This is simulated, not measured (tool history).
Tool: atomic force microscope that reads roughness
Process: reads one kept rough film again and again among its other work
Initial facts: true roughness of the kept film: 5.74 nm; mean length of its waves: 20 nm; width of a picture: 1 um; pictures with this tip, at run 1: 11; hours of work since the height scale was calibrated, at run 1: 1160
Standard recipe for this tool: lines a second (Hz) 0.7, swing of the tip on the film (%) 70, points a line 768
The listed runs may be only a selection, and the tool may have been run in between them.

run,day,lines a second (Hz),swing of the tip on the film (%),points a line,pictures with this tip,hours of work since the height scale was calibrated,roughness of the kept film (nm (root mean square))
1,0,0.7,70,768,11,1160,3.81
2,1.525,0.762,70,768,55,1178,3.439
3,3.525,0.762,70,768,113,1203,3.025
4,5.808,0.7,70,768,178,1230,2.711
5,7.842,0.7,72,768,237,1255,2.491
6,10.517,0.7,72,768,314,1287,2.187
7,12.542,0.7,72,706,372,1312,2.044
# day 13.05: new tip fitted
8,15.296,0.7,70,768,65,1345,3.311
9,17.292,0.7,70,768,123,1369,2.984
10,19.104,0.7,70,768,175,1391,2.705
11,20.521,0.7,70,768,216,1408,2.565
12,23.721,0.769,70,768,308,1447,2.235
13,25.738,0.935,70,768,366,1471,2.067
# day 26.388: new tip fitted
14,28.067,0.935,70,768,48,1499,3.436
15,31.242,0.7,70,493,140,1537,2.92
16,34.233,3.683,70,768,226,1574,2.235
17,37.375,0.7,59,768,317,1612,2.294
# day 39.771: new tip fitted
18,39.975,0.7,71,768,6,1643,3.87
19,43.408,0.7,71,768,105,1684,3.136
20,45.504,0.7,71,570,165,1710,2.793
21,48.208,0.7,71,570,243,1742,2.491

Run 22 is up next; what results do you expect?
22,49.929,0.7,71,570,293,1763,?

Run 22 measured roughness of the kept film (nm (root mean square)) 2.281.
The same run, on a tool lacking any hidden state, would have yielded roughness of the kept film (nm (root mean square)) 3.924.
